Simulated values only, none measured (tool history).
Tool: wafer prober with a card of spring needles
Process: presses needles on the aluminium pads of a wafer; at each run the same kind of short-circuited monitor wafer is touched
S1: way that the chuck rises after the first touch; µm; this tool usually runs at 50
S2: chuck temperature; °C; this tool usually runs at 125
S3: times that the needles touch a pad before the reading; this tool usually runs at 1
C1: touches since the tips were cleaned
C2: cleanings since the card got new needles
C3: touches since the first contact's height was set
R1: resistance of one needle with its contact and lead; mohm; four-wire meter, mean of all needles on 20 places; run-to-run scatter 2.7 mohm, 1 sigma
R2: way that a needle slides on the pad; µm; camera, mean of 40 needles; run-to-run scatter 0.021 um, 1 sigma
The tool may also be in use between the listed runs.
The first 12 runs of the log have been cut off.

At hour 211.3: tips cleaned on abrasive film.
Run 13, hour 230.1: usual settings; C1 3980; C2 47; C3 97238. Result: R1 314 mohm, R2 11.7 µm.
At hour 235.9: tips cleaned on abrasive film.
Run 14, hour 251.7: usual settings; C1 3353; C2 48; C3 101816. Result: R1 307 mohm, R2 11.69 µm.
At hour 258.9: tips cleaned on abrasive film.
Run 15, hour 271.8: usual settings; C1 2743; C2 49; C3 106062. Result: R1 311 mohm, R2 11.71 µm.
At hour 282.1: tips cleaned on abrasive film.
Run 16, hour 290.8: usual settings; C1 1858; C2 50; C3 110073. Result: R1 313 mohm, R2 11.73 µm.
At hour 305.1: tips cleaned on abrasive film.
Run 17, hour 317: usual settings but S3 2; C1 2514; C2 51; C3 115596. Result: R1 311 mohm, R2 11.75 µm.
At hour 328.7: tips cleaned on abrasive film.
Run 18, hour 336.4: usual settings but S1 69 µm, S2 88 °C, S3 2; C1 1622; C2 52; C3 119691. Result: R1 293 mohm, R2 16.29 µm.
Run 19, hour 351.3: usual settings but S1 43 µm, S2 45 °C, S3 2; C1 4786; C2 52; C3 122855. Result: R1 293 mohm, R2 10.14 µm.
At hour 353.2: tips cleaned on abrasive film.
Run 20, hour 372.8: usual settings but S1 45 µm, S2 50 °C; C1 4160; C2 53; C3 127396. Result: R1 292 mohm, R2 10.62 µm.
At hour 377.5: tips cleaned on abrasive film.
Run 21, hour 400: usual settings but S1 70 µm, S2 42 °C; C1 4775; C2 54; C3 133149. Result: R1 279 mohm, R2 16.54 µm.
At hour 401.9: tips cleaned on abrasive film.
Run 22, hour 416.8: usual settings but S3 2; C1 3153; C2 55; C3 136697. Result: R1 313 mohm, R2 11.85 µm.
At hour 425.5: tips cleaned on abrasive film.
Run 23, hour 433.8: usual settings but S3 2; C1 1763; C2 56; C3 140286. Result: R1 315 mohm, R2 11.82 µm.
At hour 450: tips cleaned on abrasive film.
At hour 451.2: gauge calibrated.
Run 24, hour 460.3: usual settings but S3 2; C1 2183; C2 57; C3 145882. Result: R1 309 mohm, R2 11.57 µm.
At hour 473: tips cleaned on abrasive film.
Run 25, hour 484: usual settings but S3 2; C1 2321; C2 58; C3 150886. Result: R1 313 mohm, R2 11.55 µm.
At hour 498.3: tips cleaned on abrasive film.
Run 26, hour 509.1: usual settings but S3 2; C1 2294; C2 59; C3 156205. Result: R1 314 mohm, R2 11.58 µm.
At hour 521.8: tips cleaned on abrasive film.
Run 27, hour 532.3: usual settings but S2 40 °C; C1 2231; C2 60; C3 161102. Result: R1 288 mohm, R2 11.63 µm.
At hour 545.9: tips cleaned on abrasive film.
Run 28, hour 549.3: usual settings but S1 32 µm; C1 729; C2 61; C3 164692. Result: R1 329 mohm, R2 7.38 µm.
At hour 568.9: tips cleaned on abrasive film.
Run 29, hour 572.4: usual settings but S2 111 °C, S3 2; C1 730; C2 62; C3 169567. Result: R1 313 mohm, R2 11.63 µm.
At hour 580.6: height of the first contact set anew.
At hour 592.6: tips cleaned on abrasive film.
Run 30, hour 597.5: usual settings but S2 101 °C; C1 1032; C2 63; C3 3569. Result: R1 310 mohm, R2 11.64 µm.
At hour 615.6: tips cleaned on abrasive film.
Run 31, hour 616: usual settings but S2 101 °C; C1 92; C2 64; C3 7482. Result: R1 307 mohm, R2 11.72 µm.
Run 32, hour 628.3: usual settings but S2 101 °C; C1 2687; C2 64; C3 10077. Result: R1 308 mohm, R2 11.64 µm.

Below are 5 alternative next runs, each starting from the tool's condition after run 32. Predict each:
At hour 640.2: tips cleaned on abrasive film.
Run A, hour 648.9: usual settings but S1 32 µm, S2 101 °C, S3 2; C1 1843; C2 65; C3 14432. Result: R1 ?, R2 ?.
At hour 640.2: tips cleaned on abrasive film.
Run B, hour 648.9: usual settings but S1 54 µm, S2 36 °C, S3 2; C1 1843; C2 65; C3 14432. Result: R1 ?, R2 ?.
At hour 640.2: tips cleaned on abrasive film.
Run C, hour 648.9: usual settings but S1 67 µm, S2 54 °C; C1 1843; C2 65; C3 14432. Result: R1 ?, R2 ?.
At hour 640.2: tips cleaned on abrasive film.
Run D, hour 648.9: usual settings but S1 58 µm, S2 101 °C; C1 1843; C2 65; C3 14432. Result: R1 ?, R2 ?.
At hour 640.2: tips cleaned on abrasive film.
Run E, hour 648.9: usual settings but S1 42 µm; C1 1843; C2 65; C3 14432. Result: R1 ?, R2 ?.

run   R1     R2
  A  322   7.48
  B  282  12.64
  C  282  15.67
  D  302  13.54
  E  315   9.85
The same runs, with their run-to-run variation unchanged, on a tool lacking any hidden condition would have given:
run   R1     R2
  A  321   7.39
  B  282  12.49
  C  282  15.49
  D  302  13.38
  E  315   9.73

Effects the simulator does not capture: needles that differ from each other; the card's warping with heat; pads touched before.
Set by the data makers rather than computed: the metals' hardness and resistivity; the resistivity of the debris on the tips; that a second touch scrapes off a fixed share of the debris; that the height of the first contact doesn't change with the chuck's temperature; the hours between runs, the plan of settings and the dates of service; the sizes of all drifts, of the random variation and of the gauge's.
